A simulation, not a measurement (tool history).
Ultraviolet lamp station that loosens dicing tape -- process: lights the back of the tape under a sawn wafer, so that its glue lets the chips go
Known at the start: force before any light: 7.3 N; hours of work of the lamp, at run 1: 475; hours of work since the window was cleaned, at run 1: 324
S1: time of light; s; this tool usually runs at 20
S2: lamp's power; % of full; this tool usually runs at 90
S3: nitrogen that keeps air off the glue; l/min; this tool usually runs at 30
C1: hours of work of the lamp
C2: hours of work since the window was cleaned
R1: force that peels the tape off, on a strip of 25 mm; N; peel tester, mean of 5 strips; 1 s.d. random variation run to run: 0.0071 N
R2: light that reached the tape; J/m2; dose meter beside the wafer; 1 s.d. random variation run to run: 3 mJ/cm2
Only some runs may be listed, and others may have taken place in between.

run   hour  S1  S2  S3   C1   C2     R1    R2
  1    0.0  20  90  30  475  324  0.292  3710
  2   16.9  20  90  30  484  332  0.285  3680
  3   27.6  20  90  30  489  338  0.294  3640
  4   54.0  20  90   9  502  351  0.522  3640
  5   69.9  20  90   9  510  359  0.553  3650
  6   89.2  16  90  30  520  369  0.406  2870
  7  115.5  16  90  30  534  382  0.415  2890
  8  140.2  16  90  30  546  395  0.409  2870
  9  153.1  16  90  30  553  401  0.418  2870
 10  170.2  16  90  30  561  410  0.400  2840
 11  181.2  24  67  34  567  415  0.332  3140
 12  201.4  14  82  21  577  426  0.768  2240
 13  217.5  14  82  21  585  434  0.789  2260
 14  230.3  14  82  21  592  440  0.779  2250
 15  246.2  14  65  30  600  448  1.020  1800
 16  263.0  22  61  10  608  457  0.953  2630
 17  279.6  26  80  10  617  465  0.408  4010

Forecast each of these 3 alternatives for the next run:
  A  296.1  30  69  10  625  474   ?   ?
  B  296.1  20  73  53  625  474   ?   ?
  C  296.1  10  82  10  625  474   ?   ?

run     R1    R2
  A  0.435  4000
  B  0.340  2760
  C  2.009  1580
What these runs would have given with no unlogged condition in the tool:
run     R1    R2
  A  0.311  5010
  B  0.263  3470
  C  1.479  1980
